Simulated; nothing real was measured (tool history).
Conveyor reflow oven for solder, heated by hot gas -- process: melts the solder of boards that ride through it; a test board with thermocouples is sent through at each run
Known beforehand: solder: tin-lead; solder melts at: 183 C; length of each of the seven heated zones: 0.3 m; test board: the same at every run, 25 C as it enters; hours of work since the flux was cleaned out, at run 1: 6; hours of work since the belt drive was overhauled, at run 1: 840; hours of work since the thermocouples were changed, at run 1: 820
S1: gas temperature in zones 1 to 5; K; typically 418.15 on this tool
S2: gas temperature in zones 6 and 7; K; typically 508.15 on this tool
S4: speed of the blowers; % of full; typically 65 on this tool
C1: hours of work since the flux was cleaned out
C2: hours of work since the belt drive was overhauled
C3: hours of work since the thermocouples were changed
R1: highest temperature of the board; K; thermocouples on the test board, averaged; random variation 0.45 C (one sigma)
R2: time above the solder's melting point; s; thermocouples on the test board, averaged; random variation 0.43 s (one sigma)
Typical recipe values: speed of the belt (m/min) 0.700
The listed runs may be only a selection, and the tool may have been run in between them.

run 1 hour=0.0 | S1=418.15 S2=508.15 speed_of_the_belt_(m/min)=0.700 S4=65 | C1=6 C2=840 C3=820 | R1=483.35 R2=35.7
run 2 hour=21.9 | S1=418.15 S2=508.15 speed_of_the_belt_(m/min)=0.700 S4=72 | C1=21 C2=856 C3=835 | R1=486.45 R2=36.6
run 3 hour=46.9 | S1=418.15 S2=508.15 speed_of_the_belt_(m/min)=0.700 S4=72 | C1=39 C2=873 C3=852 | R1=485.15 R2=37.9
run 4 hour=63.4 | S1=418.15 S2=508.15 speed_of_the_belt_(m/min)=0.700 S4=72 | C1=50 C2=885 C3=864 | R1=485.65 R2=37.4
run 5 hour=78.3 | S1=418.15 S2=522.15 speed_of_the_belt_(m/min)=0.700 S4=65 | C1=61 C2=895 C3=874 | R1=493.35 R2=42.0
run 6 hour=98.9 | S1=423.15 S2=508.15 speed_of_the_belt_(m/min)=0.700 S4=65 | C1=75 C2=909 C3=889 | R1=483.95 R2=37.0
run 7 hour=120.3 | S1=429.15 S2=507.15 speed_of_the_belt_(m/min)=0.700 S4=65 | C1=90 C2=924 C3=904 | R1=484.05 R2=38.6
run 8 hour=138.4 | S1=429.15 S2=507.15 speed_of_the_belt_(m/min)=0.700 S4=65 | C1=103 C2=937 C3=916 | R1=483.95 R2=39.6
run 9 hour=168.9 | S1=418.15 S2=508.15 speed_of_the_belt_(m/min)=0.639 S4=65 | C1=124 C2=958 C3=938 | R1=484.85 R2=41.2
run 10 hour=199.5 | S1=418.15 S2=508.15 speed_of_the_belt_(m/min)=0.639 S4=65 | C1=145 C2=980 C3=959 | R1=484.95 R2=41.4
run 11 hour=228.7 | S1=418.15 S2=520.15 speed_of_the_belt_(m/min)=0.639 S4=65 | C1=166 C2=1000 C3=980 | R1=493.65 R2=47.2

Below, some changes in R1 between adjacent runs. For each, the amount present without the hidden state too (settings, incoming material, random variation) and the amount remaining for the hidden state with gauge scatter not shared by both compared results:
Hidden conditions of the tool in this case: heat that the gas passes to the board, % of a clean oven's; belt's true speed, % of the reading; true gas temperature in zones 6 and 7 over the reading, C; drift of the gauge itself on peak_c, C; drift of the gauge itself on liquid_s, %.
Run 5 -> 6: S1 418.15 -> 423.15, S2 522.15 -> 508.15. R1 -9.40 K: hidden state -0.10, all else -9.30.
Run 8 -> 9: S1 429.15 -> 418.15, S2 507.15 -> 508.15, speed of the belt (m/min) 0.700 -> 0.639. R1 +0.90 K: hidden state -0.30, all else +1.20.

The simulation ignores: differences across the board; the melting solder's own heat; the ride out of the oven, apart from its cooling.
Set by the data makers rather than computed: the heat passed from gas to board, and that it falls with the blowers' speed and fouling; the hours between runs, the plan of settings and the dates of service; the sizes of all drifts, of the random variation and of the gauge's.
